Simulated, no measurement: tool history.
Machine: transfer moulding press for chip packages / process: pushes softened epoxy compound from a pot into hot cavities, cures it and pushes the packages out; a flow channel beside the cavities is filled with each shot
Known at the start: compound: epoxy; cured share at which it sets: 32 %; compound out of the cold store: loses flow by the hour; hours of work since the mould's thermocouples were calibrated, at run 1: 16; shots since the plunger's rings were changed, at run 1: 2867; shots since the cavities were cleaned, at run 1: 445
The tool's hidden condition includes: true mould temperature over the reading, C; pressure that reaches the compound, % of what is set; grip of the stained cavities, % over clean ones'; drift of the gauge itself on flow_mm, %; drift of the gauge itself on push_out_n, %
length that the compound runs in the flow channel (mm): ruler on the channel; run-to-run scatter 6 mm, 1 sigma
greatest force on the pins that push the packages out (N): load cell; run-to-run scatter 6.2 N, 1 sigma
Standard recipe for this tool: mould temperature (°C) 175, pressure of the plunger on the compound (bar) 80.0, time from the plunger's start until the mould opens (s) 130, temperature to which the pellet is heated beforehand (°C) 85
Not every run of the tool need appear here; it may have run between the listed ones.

| run | hour | mould temperature (°C) | pressure of the plunger on the compound (bar) | time from the plunger's start until the mould opens (s) | temperature to which the pellet is heated beforehand (°C) | hours of work since the mould's thermocouples were calibrated | shots since the plunger's rings were changed | shots since the cavities were cleaned | incoming compound's hours out of the cold store | length that the compound runs in the flow channel (mm) | greatest force on the pins that push the packages out (N) |
|---|---|---|---|---|---|---|---|---|---|---|---|
| 1 | 0.0 | 175 | 80.0 | 130 | 85 | 16 | 2867 | 445 | 9.2 | 872 | 323 |
| 2 | 19.5 | 175 | 80.0 | 130 | 85 | 25 | 2980 | 558 | 36.7 | 741 | 331 |
| 3 | 45.6 | 175 | 97.5 | 130 | 85 | 36 | 3130 | 708 | 19.4 | 902 | 355 |
|  | 55.1 | cavities cleaned with cleaning compound and waxed |
| 4 | 60.5 | 172 | 80.0 | 130 | 85 | 41 | 3208 | 31 | 12.8 | 856 | 292 |
| 5 | 81.0 | 172 | 80.0 | 130 | 85 | 50 | 3325 | 148 | 47.0 | 712 | 299 |
| 6 | 101.9 | 175 | 80.0 | 130 | 87 | 59 | 3446 | 269 | 14.2 | 843 | 303 |
|  | 122.6 | plunger's sealing rings changed |
| 7 | 126.1 | 175 | 80.0 | 130 | 87 | 68 | 20 | 394 | 27.7 | 822 | 311 |
| 8 | 152.3 | 175 | 80.0 | 130 | 87 | 79 | 171 | 545 | 31.1 | 805 | 339 |
| 9 | 169.0 | 175 | 80.0 | 130 | 85 | 86 | 267 | 641 | 12.5 | 890 | 351 |
|  | 189.8 | cavities cleaned with cleaning compound and waxed |
| 10 | 194.6 | 170 | 80.0 | 130 | 85 | 97 | 406 | 28 | 13.1 | 905 | 312 |
| 11 | 213.6 | 170 | 62.6 | 130 | 85 | 105 | 515 | 137 | 23.3 | 744 | 330 |
|  | 217.5 | mould's thermocouples calibrated |
| 12 | 237.3 | 170 | 62.6 | 130 | 85 | 8 | 641 | 263 | 42.2 | 665 | 361 |
| 13 | 254.2 | 170 | 62.6 | 130 | 85 | 16 | 738 | 360 | 37.2 | 696 | 365 |
| 14 | 282.0 | 170 | 62.6 | 130 | 85 | 27 | 898 | 520 | 43.2 | 664 | 400 |
| 15 | 304.1 | 174 | 83.9 | 130 | 79 | 37 | 1025 | 647 | 47.7 | 737 | 361 |
|  | 312.5 | mould's thermocouples calibrated, once more |
|  | 325.1 | cavities cleaned with cleaning compound and waxed |
| 16 | 326.0 | 174 | 83.9 | 130 | 79 | 5 | 1132 | 6 | 34.8 | 794 | 252 |
| 17 | 341.2 | 177 | 82.9 | 130 | 85 | 12 | 1219 | 93 | 43.2 | 735 | 245 |
| 18 | 366.3 | 174 | 97.1 | 130 | 83 | 22 | 1363 | 237 | 39.2 | 834 | 290 |
| 19 | 391.4 | 174 | 97.1 | 130 | 83 | 33 | 1508 | 382 | 28.1 | 881 | 314 |
| 20 | 408.8 | 174 | 97.1 | 130 | 83 | 40 | 1609 | 483 | 30.6 | 876 | 342 |
| 21 | 423.7 | 177 | 80.0 | 130 | 85 | 47 | 1695 | 569 | 42.4 | 727 | 318 |
| 22 | 448.7 | 176 | 80.0 | 123 | 86 | 57 | 1838 | 712 | 14.0 | 872 | 377 |
|  | 456.9 | cavities cleaned with cleaning compound and waxed |
| 23 | 468.2 | 167 | 82.7 | 130 | 87 | 65 | 1942 | 65 | 15.1 | 902 | 404 |
| 24 | 484.5 | 167 | 82.7 | 130 | 87 | 72 | 2036 | 159 | 35.5 | 779 | 403 |
| 25 | 502.4 | 167 | 82.7 | 130 | 87 | 79 | 2139 | 262 | 29.0 | 813 | 414 |
| 26 | 524.3 | 167 | 82.7 | 130 | 87 | 89 | 2265 | 388 | 45.5 | 755 | 436 |
| 27 | 540.0 | 167 | 82.7 | 112 | 79 | 95 | 2356 | 479 | 15.9 | 901 | 695 |

Branching from run 27: 3 alternative next runs. What would each branch give?
| A | 559.3 | 173 | 92.8 | 130 | 85 | 104 | 2467 | 590 | 33.9 | ? | ? |
| B | 559.3 | 172 | 75.5 | 154 | 79 | 104 | 2467 | 590 | 15.7 | ? | ? |
| C | 559.3 | 167 | 90.8 | 130 | 79 | 104 | 2467 | 590 | 19.0 | ? | ? |

| run | length that the compound runs in the flow channel (mm) | greatest force on the pins that push the packages out (N) |
|---|---|---|
| A | 829 | 355 |
| B | 838 | 331 |
| C | 921 | 504 |
What these runs would have given with no unlogged condition in the tool:
| run | length that the compound runs in the flow channel (mm) | greatest force on the pins that push the packages out (N) |
|---|---|---|
| A | 860 | 250 |
| B | 869 | 233 |
| C | 955 | 351 |

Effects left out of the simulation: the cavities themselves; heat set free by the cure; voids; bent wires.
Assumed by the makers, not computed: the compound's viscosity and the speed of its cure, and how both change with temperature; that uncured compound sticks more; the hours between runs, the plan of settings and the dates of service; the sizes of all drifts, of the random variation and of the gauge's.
